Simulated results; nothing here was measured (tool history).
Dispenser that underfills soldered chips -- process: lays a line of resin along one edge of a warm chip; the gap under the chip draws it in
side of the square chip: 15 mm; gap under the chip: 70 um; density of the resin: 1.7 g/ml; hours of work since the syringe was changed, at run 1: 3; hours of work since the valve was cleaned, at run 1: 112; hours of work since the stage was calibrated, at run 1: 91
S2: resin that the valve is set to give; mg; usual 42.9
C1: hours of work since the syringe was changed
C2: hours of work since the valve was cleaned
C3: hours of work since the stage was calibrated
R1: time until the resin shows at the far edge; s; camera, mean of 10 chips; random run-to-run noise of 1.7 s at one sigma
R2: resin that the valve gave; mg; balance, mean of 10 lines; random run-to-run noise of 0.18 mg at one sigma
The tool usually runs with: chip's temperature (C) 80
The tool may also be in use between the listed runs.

Run 1, hour 0: usual settings; C1 3; C2 112; C3 91. Result: R1 214.1 s, R2 40.89 mg.
At hour 4.1: new syringe of resin.
Run 2, hour 5.8: usual settings; C1 1; C2 116; C3 95. Result: R1 188.3 s, R2 40.51 mg.
At hour 12.2: new syringe of resin.
Run 3, hour 12.4: usual settings; C1 0; C2 121; C3 100. Result: R1 167.4 s, R2 40.6 mg.
At hour 20: new syringe of resin.
Run 4, hour 20.2: usual settings; C1 0; C2 126; C3 105. Result: R1 171.2 s, R2 40.39 mg.
Run 5, hour 24.7: usual settings; C1 3; C2 130; C3 109. Result: R1 220.5 s, R2 40.32 mg.
At hour 28.2: new syringe of resin.
Run 6, hour 29: usual settings; C1 1; C2 133; C3 111. Result: R1 173.5 s, R2 40.41 mg.
At hour 30.5: dispensing valve cleaned and set on the balance.
At hour 37.2: new syringe of resin.
Run 7, hour 37.9: usual settings; C1 1; C2 5; C3 117. Result: R1 171.4 s, R2 42.85 mg.
Run 8, hour 42.7: usual settings; C1 4; C2 9; C3 121. Result: R1 233.7 s, R2 42.91 mg.
At hour 45.2: new syringe of resin.
Run 9, hour 51.2: usual settings; C1 4; C2 15; C3 127. Result: R1 239.7 s, R2 42.5 mg.
At hour 53.4: new syringe of resin.
Run 10, hour 56.8: usual settings but chip's temperature (C) 93; C1 2; C2 19; C3 130. Result: R1 130.5 s, R2 42.77 mg.
At hour 61.4: new syringe of resin.
Run 11, hour 61.7: usual settings but chip's temperature (C) 67; C1 0; C2 22; C3 134. Result: R1 262.6 s, R2 42.37 mg.
Run 12, hour 65.8: usual settings but S2 48.3 mg; C1 3; C2 25; C3 137. Result: R1 215.1 s, R2 47.84 mg.
At hour 69.3: new syringe of resin.
Run 13, hour 69.7: usual settings but S2 48.3 mg; C1 0; C2 28; C3 139. Result: R1 172 s, R2 47.67 mg.
Run 14, hour 76.7: usual settings; C1 5; C2 33; C3 145. Result: R1 264.6 s, R2 42.09 mg.
At hour 77.3: new syringe of resin.
Run 15, hour 82.3: usual settings but S2 54 mg; C1 4; C2 37; C3 148. Result: R1 221.9 s, R2 53.6 mg.
At hour 85.2: new syringe of resin.
Run 16, hour 86.7: usual settings but chip's temperature (C) 70, S2 50.9 mg; C1 1; C2 39; C3 151. Result: R1 248.5 s, R2 49.94 mg.
Run 17, hour 90.4: usual settings but chip's temperature (C) 95, S2 42 mg; C1 4; C2 42; C3 154. Result: R1 145.6 s, R2 40.91 mg.
At hour 93.2: new syringe of resin.
Run 18, hour 97.3: usual settings but chip's temperature (C) 90, S2 42 mg; C1 3; C2 47; C3 159. Result: R1 155.8 s, R2 40.95 mg.
At hour 101.2: new syringe of resin.
Run 19, hour 102.3: usual settings but chip's temperature (C) 90, S2 42 mg; C1 1; C2 50; C3 162. Result: R1 129.3 s, R2 40.87 mg.

What does the tool deliver on the next run?
At hour 109.2: new syringe of resin.
Run 20, hour 109.7: usual settings but chip's temperature (C) 90, S2 42 mg; C1 0; C2 56; C3 168. Result: R1 ?, R2 ?.

{"run 20": {"R1": 127.1, "R2": 41.01}}
On a tool with no hidden condition, and with the same random variation, this run would have come out at R1 124.4 s, R2 42.08 mg.
